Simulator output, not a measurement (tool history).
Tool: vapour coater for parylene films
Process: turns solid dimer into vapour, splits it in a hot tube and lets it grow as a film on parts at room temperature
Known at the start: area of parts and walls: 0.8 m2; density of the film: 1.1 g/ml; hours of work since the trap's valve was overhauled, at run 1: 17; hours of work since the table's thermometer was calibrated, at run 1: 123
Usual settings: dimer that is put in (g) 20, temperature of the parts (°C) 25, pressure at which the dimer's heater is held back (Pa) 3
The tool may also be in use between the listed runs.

run	hour	dimer that is put in (g)	temperature of the parts (°C)	pressure at which the dimer's heater is held back (Pa)	hours of work since the trap's valve was overhauled	hours of work since the table's thermometer was calibrated	thickness of the film (µm)
1	0	20	25	3	17	123	11.25
2	11.7	20	25	3	23	129	11.24
3	22.8	20	25	3	28	134	11.22
4	38.8	20	25	3	36	142	11.14
5	52.7	20	25	3	42	148	11.16
6	71.6	20	25	3	51	157	11.01
7	80.7	20	25	3	56	162	10.93
8	92.5	20	25	3	61	167	10.86
# hour 94.8: table's thermometer calibrated
9	103.2	20	25	3	66	4	10.96
10	116.7	23	36	2.65	73	11	9.32
11	135.8	20	29	3.9	82	20	9.23
12	152	12	37	3	89	27	4.56
13	162.2	9	18	7.16	94	32	5.16
14	170.7	9	31	2.54	98	36	4.17
# hour 181.2: table's thermometer calibrated, once more
15	187.6	9	31	2.54	106	3	4.16
16	201.5	20	25	5.24	113	10	9.74
17	214.7	20	25	5.24	119	16	9.7

4 ways to go on from here, each from the tool as it stands after run 17. What would each give?
A	233.8	26	26	3.1	128	25	?
B	233.8	20	32	5.24	128	25	?
C	233.8	31	18	2.24	128	25	?
D	233.8	12	19	6.15	128	25	?

run	thickness of the film (µm)
A	13.31
B	7.93
C	21.46
D	6.7
Without the tool's hidden state the same runs would have given:
run	thickness of the film (µm)
A	14.2
B	8.47
C	22.9
D	7.15
